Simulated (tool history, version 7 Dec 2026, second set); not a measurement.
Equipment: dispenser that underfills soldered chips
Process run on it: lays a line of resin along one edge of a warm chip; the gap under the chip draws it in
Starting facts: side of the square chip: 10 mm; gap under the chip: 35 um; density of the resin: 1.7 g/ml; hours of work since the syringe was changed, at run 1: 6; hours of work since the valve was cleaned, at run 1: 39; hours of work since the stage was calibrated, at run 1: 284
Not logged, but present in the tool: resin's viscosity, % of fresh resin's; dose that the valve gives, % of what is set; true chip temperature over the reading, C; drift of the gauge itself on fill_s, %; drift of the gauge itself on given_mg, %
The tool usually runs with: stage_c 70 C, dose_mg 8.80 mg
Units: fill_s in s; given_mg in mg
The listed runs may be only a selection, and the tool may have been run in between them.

run	hour	stage_c	dose_mg	hours of work since the syringe was changed	hours of work since the valve was cleaned	hours of work since the stage was calibrated	fill_s	given_mg
1	0.0	70	8.80	6	39	284	51.1	8.56
# hour 7.8: new syringe of resin
2	8.3	70	7.88	0	44	289	45.3	7.64
3	19.0	70	7.88	7	51	295	57.8	7.59
# hour 25.9: new syringe of resin
4	31.0	70	7.88	3	58	303	48.8	7.57
5	37.5	70	7.88	7	62	307	56.1	7.57
# hour 40.8: stage's temperature calibrated
# hour 45.0: new syringe of resin
# hour 48.2: dispensing valve cleaned and set on the balance
6	54.2	70	7.88	5	4	7	56.3	7.89
# hour 63.4: new syringe of resin
7	68.6	70	7.88	3	12	16	53.0	7.80
8	77.3	70	7.88	8	18	21	63.8	7.81
# hour 80.8: new syringe of resin
9	84.1	70	7.88	2	22	25	49.5	7.78
# hour 99.1: new syringe of resin
10	100.1	70	8.80	1	31	35	46.4	8.61
11	114.6	70	8.80	10	40	44	62.6	8.55
# hour 117.3: new syringe of resin
12	125.5	70	8.80	5	47	50	52.9	8.51
# hour 134.7: new syringe of resin
13	137.9	70	8.80	2	54	58	47.4	8.41
14	151.5	70	8.80	10	62	66	62.0	8.41
# hour 153.1: new syringe of resin
# hour 160.5: dispensing valve cleaned and set on the balance
15	162.2	70	8.80	5	1	72	53.0	8.76
16	169.8	70	8.80	10	6	76	62.8	8.74
# hour 172.1: new syringe of resin
17	180.1	70	8.80	5	12	83	54.9	8.69
# hour 189.8: new syringe of resin
18	196.0	76	7.50	4	21	92	42.6	7.36
19	206.4	76	7.50	10	28	99	53.1	7.30
# hour 208.0: new syringe of resin
20	218.8	70	8.34	7	35	106	55.7	8.06
# hour 225.5: new syringe of resin
21	229.4	56	8.53	2	41	112	84.3	8.25
22	237.6	83	10.27	7	47	117	34.0	9.92
# hour 243.1: new syringe of resin
23	253.5	83	8.49	6	56	127	34.2	8.13
# hour 260.5: new syringe of resin
24	265.3	71	8.80	3	63	134	48.0	8.35
# hour 273.5: dispensing valve cleaned and set on the balance
# hour 279.4: new syringe of resin
25	280.3	71	8.80	1	4	142	42.5	8.69
26	289.6	83	8.80	6	10	148	33.3	8.69
# hour 297.7: new syringe of resin
27	299.9	61	7.65	1	16	154	68.1	7.57
28	309.7	61	7.65	7	22	160	82.8	7.54
# hour 315.5: new syringe of resin
29	316.7	77	9.49	1	26	164	34.1	9.27
30	323.7	68	8.80	5	30	168	55.9	8.58
31	330.8	78	7.69	9	34	173	45.0	7.53
# hour 333.6: new syringe of resin
32	338.6	70	8.11	3	39	177	50.1	7.86

Consider 3 possible next runs. They are alternatives, not a sequence: every one starts from the tool as it was left by run 32. What does each give?
# hour 351.8: new syringe of resin
A	353.2	61	10.08	1	48	186	?	?
# hour 351.8: new syringe of resin
B	353.2	77	7.71	1	48	186	?	?
# hour 351.8: new syringe of resin
C	353.2	70	7.62	1	48	186	?	?

run	fill_s	given_mg
A	62.2	9.71
B	34.1	7.46
C	46.5	7.32
Without the tool's hidden state the same runs would have given:
run	fill_s	given_mg
A	65.1	10.08
B	35.2	7.74
C	48.1	7.60

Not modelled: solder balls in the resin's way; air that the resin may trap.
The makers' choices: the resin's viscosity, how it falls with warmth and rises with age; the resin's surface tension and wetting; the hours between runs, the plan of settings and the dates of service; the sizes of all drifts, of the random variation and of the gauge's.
